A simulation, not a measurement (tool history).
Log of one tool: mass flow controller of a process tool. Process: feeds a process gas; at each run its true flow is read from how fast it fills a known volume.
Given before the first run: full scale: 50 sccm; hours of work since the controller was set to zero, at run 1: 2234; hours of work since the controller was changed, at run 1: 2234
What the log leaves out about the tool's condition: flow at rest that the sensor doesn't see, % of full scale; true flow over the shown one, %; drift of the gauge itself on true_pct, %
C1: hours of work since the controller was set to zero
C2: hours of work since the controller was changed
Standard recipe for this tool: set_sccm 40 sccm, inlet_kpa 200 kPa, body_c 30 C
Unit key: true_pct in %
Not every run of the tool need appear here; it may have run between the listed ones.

run 1 day=0 | set_sccm=40 inlet_kpa=200 body_c=30 | C1=2234 C2=2234 | true_pct=99.31
run 2 day=5.571 | set_sccm=40 inlet_kpa=200 body_c=30 | C1=2299 C2=2299 | true_pct=99.42
run 3 day=9.762 | set_sccm=40 inlet_kpa=200 body_c=36 | C1=2348 C2=2348 | true_pct=99.39
run 4 day=13.471 | set_sccm=5 inlet_kpa=200 body_c=30 | C1=2391 C2=2391 | true_pct=97.8
run 5 day=16.271 | set_sccm=5 inlet_kpa=200 body_c=30 | C1=2423 C2=2423 | true_pct=97.9
run 6 day=19.788 | set_sccm=5 inlet_kpa=200 body_c=30 | C1=2464 C2=2464 | true_pct=97.99
run 7 day=24.1 | set_sccm=12 inlet_kpa=200 body_c=30 | C1=2514 C2=2514 | true_pct=98.16
run 8 day=26.671 | set_sccm=12 inlet_kpa=200 body_c=30 | C1=2544 C2=2544 | true_pct=98.38
run 9 day=32.296 | set_sccm=40 inlet_kpa=200 body_c=30 | C1=2610 C2=2610 | true_pct=99.98
run 10 day=37.308 | set_sccm=40 inlet_kpa=200 body_c=30 | C1=2668 C2=2668 | true_pct=100.06
run 11 day=41.333 | set_sccm=40 inlet_kpa=200 body_c=30 | C1=2715 C2=2715 | true_pct=100.09
run 12 day=46.362 | set_sccm=27 inlet_kpa=200 body_c=30 | C1=2773 C2=2773 | true_pct=99.49
run 13 day=51.483 | set_sccm=27 inlet_kpa=200 body_c=30 | C1=2833 C2=2833 | true_pct=99.61
run 14 day=55.533 | set_sccm=40 inlet_kpa=221 body_c=27 | C1=2880 C2=2880 | true_pct=100.43
run 15 day=58.879 | set_sccm=40 inlet_kpa=246 body_c=22 | C1=2919 C2=2919 | true_pct=100.47
run 16 day=63.321 | set_sccm=15 inlet_kpa=246 body_c=26 | C1=2970 C2=2970 | true_pct=99.07
run 17 day=67.421 | set_sccm=12 inlet_kpa=248 body_c=26 | C1=3018 C2=3018 | true_pct=99.01
run 18 day=72.471 | set_sccm=40 inlet_kpa=222 body_c=30 | C1=3076 C2=3076 | true_pct=100.54
-- day=75.292 gauge calibrated
run 19 day=78.15 | set_sccm=40 inlet_kpa=211 body_c=30 | C1=3142 C2=3142 | true_pct=99.45
run 20 day=81.954 | set_sccm=6 inlet_kpa=200 body_c=39 | C1=3187 C2=3187 | true_pct=97.61
run 21 day=87.458 | set_sccm=23 inlet_kpa=147 body_c=30 | C1=3251 C2=3251 | true_pct=99.08

Run 22 has not been measured yet. What should we expect?
run 22 day=91.808 | set_sccm=23 inlet_kpa=255 body_c=32 | C1=3301 C2=3301 | true_pct=?

{"run 22": {"true_pct": 98.51}}
If the tool had no hidden condition, the same run with the same run-to-run variation would have returned true_pct 98.22 %.

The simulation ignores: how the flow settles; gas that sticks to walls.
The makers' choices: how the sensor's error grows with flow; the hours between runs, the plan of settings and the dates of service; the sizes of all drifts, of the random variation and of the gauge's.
